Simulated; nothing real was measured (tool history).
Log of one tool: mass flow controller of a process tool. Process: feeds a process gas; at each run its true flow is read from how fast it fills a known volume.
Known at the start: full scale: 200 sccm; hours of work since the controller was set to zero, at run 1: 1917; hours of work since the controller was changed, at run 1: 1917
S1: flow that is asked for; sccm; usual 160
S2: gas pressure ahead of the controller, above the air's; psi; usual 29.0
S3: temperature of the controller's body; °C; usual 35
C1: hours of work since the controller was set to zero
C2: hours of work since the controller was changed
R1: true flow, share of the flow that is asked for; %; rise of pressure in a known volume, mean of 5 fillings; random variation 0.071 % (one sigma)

{"run": 1, "hour": 0.0, "S1": 160, "S2": 29.0, "S3": 35, "C1": 1917, "C2": 1917, "R1": 101.14}
{"run": 2, "hour": 236.6, "S1": 160, "S2": 29.0, "S3": 26, "C1": 2031, "C2": 2031, "R1": 99.96}
{"run": 3, "hour": 432.8, "S1": 160, "S2": 29.0, "S3": 26, "C1": 2125, "C2": 2125, "R1": 100.0}
{"run": 4, "hour": 788.9, "S1": 83, "S2": 29.0, "S3": 26, "C1": 2295, "C2": 2295, "R1": 99.75}
{"run": 5, "hour": 1147.3, "S1": 83, "S2": 29.0, "S3": 26, "C1": 2467, "C2": 2467, "R1": 99.95}
{"run": 6, "hour": 1435.3, "S1": 83, "S2": 30.0, "S3": 26, "C1": 2605, "C2": 2605, "R1": 100.08}
{"run": 7, "hour": 1741.4, "S1": 83, "S2": 30.0, "S3": 26, "C1": 2752, "C2": 2752, "R1": 100.11}
{"run": 8, "hour": 2054.3, "S1": 160, "S2": 29.0, "S3": 35, "C1": 2902, "C2": 2902, "R1": 101.26}
{"run": 9, "hour": 2240.8, "S1": 160, "S2": 29.0, "S3": 39, "C1": 2991, "C2": 2991, "R1": 101.7}
{"run": 10, "hour": 2442.4, "S1": 160, "S2": 29.0, "S3": 39, "C1": 3088, "C2": 3088, "R1": 101.74}
{"run": 11, "hour": 2752.4, "S1": 160, "S2": 29.0, "S3": 39, "C1": 3236, "C2": 3236, "R1": 101.93}
{"run": 12, "hour": 3102.1, "S1": 160, "S2": 29.0, "S3": 35, "C1": 3404, "C2": 3404, "R1": 101.38}
{"run": 13, "hour": 3294.9, "S1": 113, "S2": 29.0, "S3": 35, "C1": 3496, "C2": 3496, "R1": 101.33}
{"run": 14, "hour": 3446.4, "S1": 113, "S2": 29.0, "S3": 35, "C1": 3569, "C2": 3569, "R1": 101.31}
{"run": 15, "hour": 3673.5, "S1": 113, "S2": 29.0, "S3": 35, "C1": 3678, "C2": 3678, "R1": 101.45}
{"run": 16, "hour": 3979.7, "S1": 113, "S2": 29.0, "S3": 35, "C1": 3825, "C2": 3825, "R1": 101.3}
{"run": 17, "hour": 4281.3, "S1": 113, "S2": 29.0, "S3": 35, "C1": 3969, "C2": 3969, "R1": 101.4}
{"run": 18, "hour": 4623.3, "S1": 160, "S2": 28.0, "S3": 35, "C1": 4133, "C2": 4133, "R1": 101.44}
{"run": 19, "hour": 4906.3, "S1": 160, "S2": 28.0, "S3": 35, "C1": 4269, "C2": 4269, "R1": 101.58}
{"run": 20, "hour": 5265.6, "S1": 160, "S2": 29.0, "S3": 38, "C1": 4441, "C2": 4441, "R1": 101.92}
{"run": 21, "hour": 5504.8, "S1": 160, "S2": 29.0, "S3": 38, "C1": 4556, "C2": 4556, "R1": 102.1}
{"run": 22, "hour": 5693.2, "S1": 160, "S2": 29.0, "S3": 38, "C1": 4646, "C2": 4646, "R1": 102.09}
{"run": 23, "hour": 6052.6, "S1": 160, "S2": 29.0, "S3": 35, "C1": 4818, "C2": 4818, "R1": 101.84}
{"run": 24, "hour": 6302.9, "S1": 160, "S2": 29.0, "S3": 35, "C1": 4938, "C2": 4938, "R1": 101.84}
{"run": 25, "hour": 6565.2, "S1": 98, "S2": 39.0, "S3": 40, "C1": 5064, "C2": 5064, "R1": 102.61}
{"run": 26, "hour": 6924.3, "S1": 98, "S2": 32.3, "S3": 37, "C1": 5236, "C2": 5236, "R1": 102.1}
{"run": 27, "hour": 7083.1, "S1": 160, "S2": 22.5, "S3": 21, "C1": 5312, "C2": 5312, "R1": 99.86}
{"run": 28, "hour": 7391.0, "S1": 160, "S2": 22.5, "S3": 21, "C1": 5460, "C2": 5460, "R1": 100.09}
{"run": 29, "hour": 7721.1, "S1": 160, "S2": 22.2, "S3": 35, "C1": 5618, "C2": 5618, "R1": 101.69}
{"run": 30, "hour": 8012.6, "S1": 51, "S2": 22.2, "S3": 32, "C1": 5758, "C2": 5758, "R1": 101.11}
{"hour": 8093.7, "done": "gauge calibrated"}
{"run": 31, "hour": 8276.6, "S1": 50, "S2": 29.0, "S3": 40, "C1": 5884, "C2": 5884, "R1": 101.29}
{"run": 32, "hour": 8471.7, "S1": 29, "S2": 40.5, "S3": 38, "C1": 5978, "C2": 5978, "R1": 101.57}
{"run": 33, "hour": 8633.2, "S1": 39, "S2": 34.5, "S3": 38, "C1": 6055, "C2": 6055, "R1": 101.35}
{"run": 34, "hour": 8954.4, "S1": 39, "S2": 34.5, "S3": 38, "C1": 6209, "C2": 6209, "R1": 101.43}
{"run": 35, "hour": 9113.9, "S1": 150, "S2": 26.5, "S3": 33, "C1": 6285, "C2": 6285, "R1": 100.93}

Forecast run 36:
{"run": 36, "hour": 9405.7, "S1": 101, "S2": 34.1, "S3": 28, "C1": 6425, "C2": 6425, "R1": "?"}

{"run 36": {"R1": 100.47}}
Without the tool's hidden state the same run would have given R1 100.31 %.
